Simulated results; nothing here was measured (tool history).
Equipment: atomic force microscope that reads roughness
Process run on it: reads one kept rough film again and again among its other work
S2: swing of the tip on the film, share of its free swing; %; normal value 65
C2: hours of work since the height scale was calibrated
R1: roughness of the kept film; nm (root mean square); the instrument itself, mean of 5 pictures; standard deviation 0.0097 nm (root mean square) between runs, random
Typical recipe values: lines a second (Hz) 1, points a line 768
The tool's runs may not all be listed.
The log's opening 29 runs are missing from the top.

{"run": 30, "hour": 788.6, "lines a second (Hz)": 2.03, "S2": 71, "points a line": 279, "pictures with this tip": 132, "C2": 715, "R1": 1.948}
{"hour": 807.2, "done": "new tip fitted"}
{"run": 31, "hour": 815.9, "lines a second (Hz)": 2.03, "S2": 71, "points a line": 279, "pictures with this tip": 9, "C2": 729, "R1": 2.107}
{"run": 32, "hour": 834.1, "lines a second (Hz)": 2.03, "S2": 71, "points a line": 279, "pictures with this tip": 30, "C2": 739, "R1": 2.074}
{"run": 33, "hour": 852.3, "lines a second (Hz)": 1.2, "S2": 71, "points a line": 396, "pictures with this tip": 51, "C2": 749, "R1": 2.1}
{"run": 34, "hour": 882.4, "lines a second (Hz)": 1.2, "S2": 71, "points a line": 396, "pictures with this tip": 85, "C2": 765, "R1": 2.058}
{"run": 35, "hour": 903.9, "lines a second (Hz)": 2.86, "S2": 89, "points a line": 283, "pictures with this tip": 109, "C2": 777, "R1": 1.732}
{"run": 36, "hour": 921.5, "lines a second (Hz)": 1.76, "S2": 59, "points a line": 768, "pictures with this tip": 129, "C2": 786, "R1": 2.034}
{"hour": 941.8, "done": "new tip fitted"}
{"run": 37, "hour": 946.1, "lines a second (Hz)": 1.76, "S2": 59, "points a line": 768, "pictures with this tip": 5, "C2": 799, "R1": 2.212}
{"run": 38, "hour": 963.8, "lines a second (Hz)": 0.56, "S2": 71, "points a line": 518, "pictures with this tip": 25, "C2": 809, "R1": 2.189}
{"run": 39, "hour": 982.9, "lines a second (Hz)": 1.04, "S2": 62, "points a line": 518, "pictures with this tip": 47, "C2": 819, "R1": 2.152}
{"run": 40, "hour": 1007.8, "lines a second (Hz)": 1.04, "S2": 62, "points a line": 518, "pictures with this tip": 75, "C2": 833, "R1": 2.111}
{"run": 41, "hour": 1034.3, "lines a second (Hz)": 1.04, "S2": 62, "points a line": 518, "pictures with this tip": 105, "C2": 847, "R1": 2.071}
{"run": 42, "hour": 1069.2, "lines a second (Hz)": 0.75, "S2": 88, "points a line": 518, "pictures with this tip": 145, "C2": 866, "R1": 1.958}
{"hour": 1078.1, "done": "new tip fitted"}
{"run": 43, "hour": 1096.2, "lines a second (Hz)": 0.75, "S2": 88, "points a line": 518, "pictures with this tip": 21, "C2": 880, "R1": 2.137}
{"run": 44, "hour": 1128.6, "lines a second (Hz)": 1, "S2": 64, "points a line": 1014, "pictures with this tip": 57, "C2": 898, "R1": 2.143}
{"run": 45, "hour": 1155.0, "lines a second (Hz)": 1, "S2": 64, "points a line": 1014, "pictures with this tip": 87, "C2": 912, "R1": 2.101}
{"run": 46, "hour": 1184.1, "lines a second (Hz)": 1, "S2": 64, "points a line": 1014, "pictures with this tip": 120, "C2": 928, "R1": 2.071}
{"hour": 1212.5, "done": "new tip fitted"}
{"run": 47, "hour": 1213.2, "lines a second (Hz)": 0.82, "S2": 55, "points a line": 768, "pictures with this tip": 1, "C2": 943, "R1": 2.256}
{"run": 48, "hour": 1245.2, "lines a second (Hz)": 0.82, "S2": 55, "points a line": 768, "pictures with this tip": 37, "C2": 961, "R1": 2.191}
{"run": 49, "hour": 1273.4, "lines a second (Hz)": 1.12, "S2": 62, "points a line": 745, "pictures with this tip": 69, "C2": 976, "R1": 2.143}
{"run": 50, "hour": 1296.2, "lines a second (Hz)": 3.27, "S2": 63, "points a line": 745, "pictures with this tip": 95, "C2": 988, "R1": 2.012}
{"run": 51, "hour": 1329.3, "lines a second (Hz)": 3.27, "S2": 76, "points a line": 691, "pictures with this tip": 133, "C2": 1006, "R1": 1.87}
{"hour": 1347.0, "done": "new tip fitted"}
{"run": 52, "hour": 1352.3, "lines a second (Hz)": 3.88, "S2": 67, "points a line": 346, "pictures with this tip": 6, "C2": 1018, "R1": 2.087}
{"run": 53, "hour": 1376.4, "lines a second (Hz)": 0.51, "S2": 64, "points a line": 768, "pictures with this tip": 34, "C2": 1031, "R1": 2.221}

Below are 4 alternative next runs, each starting from the tool's condition after run 53. Predict each:
{"run": "A", "hour": 1403.4, "lines a second (Hz)": 2.36, "S2": 65, "points a line": 768, "pictures with this tip": 64, "C2": 1046, "R1": "?"}
{"run": "B", "hour": 1403.4, "lines a second (Hz)": 3.99, "S2": 58, "points a line": 858, "pictures with this tip": 64, "C2": 1046, "R1": "?"}
{"run": "C", "hour": 1403.4, "lines a second (Hz)": 1, "S2": 58, "points a line": 345, "pictures with this tip": 64, "C2": 1046, "R1": "?"}
{"run": "D", "hour": 1403.4, "lines a second (Hz)": 0.57, "S2": 58, "points a line": 371, "pictures with this tip": 64, "C2": 1046, "R1": "?"}

run=A R1=2.08
run=B R1=2.086
run=C R1=2.144
run=D R1=2.155
Without the tool's hidden state the same runs would have given:
run=A R1=2.138
run=B R1=2.144
run=C R1=2.204
run=D R1=2.215
